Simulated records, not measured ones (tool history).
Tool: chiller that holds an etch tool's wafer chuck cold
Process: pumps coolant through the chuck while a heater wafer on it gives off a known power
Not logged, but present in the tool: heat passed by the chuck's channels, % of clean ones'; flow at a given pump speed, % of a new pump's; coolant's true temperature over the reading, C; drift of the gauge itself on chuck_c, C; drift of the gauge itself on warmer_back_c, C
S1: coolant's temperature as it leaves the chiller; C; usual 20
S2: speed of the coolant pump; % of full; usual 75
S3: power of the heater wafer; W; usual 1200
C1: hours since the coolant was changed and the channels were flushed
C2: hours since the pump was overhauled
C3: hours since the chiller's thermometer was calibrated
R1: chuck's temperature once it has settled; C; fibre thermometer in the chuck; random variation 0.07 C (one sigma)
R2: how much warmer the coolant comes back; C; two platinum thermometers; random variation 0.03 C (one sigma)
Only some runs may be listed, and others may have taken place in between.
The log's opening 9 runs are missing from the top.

run     day  S1  S2    S3    C1   C2    C3     R1    R2
 10   9.275  20  72  1200  1003  340  1433  29.67   4.5
 11    10.1  20  72  1200  1023  360  1453   29.7  4.51
 12  11.304  20  72  1200  1052  389  1481   29.7  4.51
 13  12.712  20  72  1200  1086  423  1515  29.76   4.5
 14  13.904  20  75  1703  1114  452  1544  33.39  6.17
 15  14.521  20  75  1200  1129  466  1559  29.48  4.41
 16  15.683  20  75  1200  1157  494  1587  29.55  4.45
 17  16.875  20  75  1200  1186  523  1615  29.42  4.37
 18  18.242  20  75  1200  1219  556  1648   29.3   4.4

Expected results for the next run?
 19  19.267  20  75  1200  1243  580  1673   ?   ?

Logged for run 19: R1 29.53 C, R2 4.37 C.
Were there no unlogged condition in the tool, this run, its random variation unchanged, would have produced R1 29.14 C, R2 4.3 C.

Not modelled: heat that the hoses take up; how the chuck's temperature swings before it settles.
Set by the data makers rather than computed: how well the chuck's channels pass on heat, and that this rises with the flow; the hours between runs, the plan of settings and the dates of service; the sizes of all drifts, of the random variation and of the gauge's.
